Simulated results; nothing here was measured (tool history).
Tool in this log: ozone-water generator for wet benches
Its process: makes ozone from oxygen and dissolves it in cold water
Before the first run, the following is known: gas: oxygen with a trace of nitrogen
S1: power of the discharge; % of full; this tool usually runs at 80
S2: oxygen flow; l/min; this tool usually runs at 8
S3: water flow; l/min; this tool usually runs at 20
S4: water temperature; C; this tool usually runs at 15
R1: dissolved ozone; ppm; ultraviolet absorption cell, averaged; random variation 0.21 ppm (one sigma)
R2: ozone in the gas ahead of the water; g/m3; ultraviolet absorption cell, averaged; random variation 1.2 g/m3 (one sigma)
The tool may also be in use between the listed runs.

run	hour	S1	S2	S3	S4	R1	R2
1	0	80	8	20	15	30.2	207.6
2	72.3	80	8	20	15	30.4	207.3
3	138.6	80	8	20	15	30.6	209.5
4	198.2	80	8	20	13	31.1	206.8
5	271	80	8	20	21	27.3	208.6
6	339.4	80	8	20	21	27	207
7	371.3	80	8	20	21	27.2	207.2
8	429.1	80	8	20	21	27.1	205.8
9	497.3	80	8	20	21	27	204.9
10	539.2	80	5.19	20	15	31.1	263.1
11	604.6	80	5.19	20	15	30.5	259.7
12	641.1	80	5.19	20	15	30.7	258.2
13	682.5	80	5.75	20	15	31	246.5
14	715.1	80	8	20	9	33.3	203.2
15	754.3	80	8	20	9	33.2	202.5
16	826.5	80	8	20	9	33.4	202.8
17	862.9	80	12.26	20	15	28.4	161.7
18	897.5	51	8	18	15	23.2	146.5
19	929.4	98	8	17	15	38	235.2
20	973.1	98	8	17	15	37.9	234.5

Predict the results of run 21:
21	1010.6	72	9.7	24	8	?	?

R1: 27.4 ppm
R2: 170.7 g/m3
Minus the tool's unlogged condition, the same run would have read R1 27.5 ppm, R2 175.4 g/m3.

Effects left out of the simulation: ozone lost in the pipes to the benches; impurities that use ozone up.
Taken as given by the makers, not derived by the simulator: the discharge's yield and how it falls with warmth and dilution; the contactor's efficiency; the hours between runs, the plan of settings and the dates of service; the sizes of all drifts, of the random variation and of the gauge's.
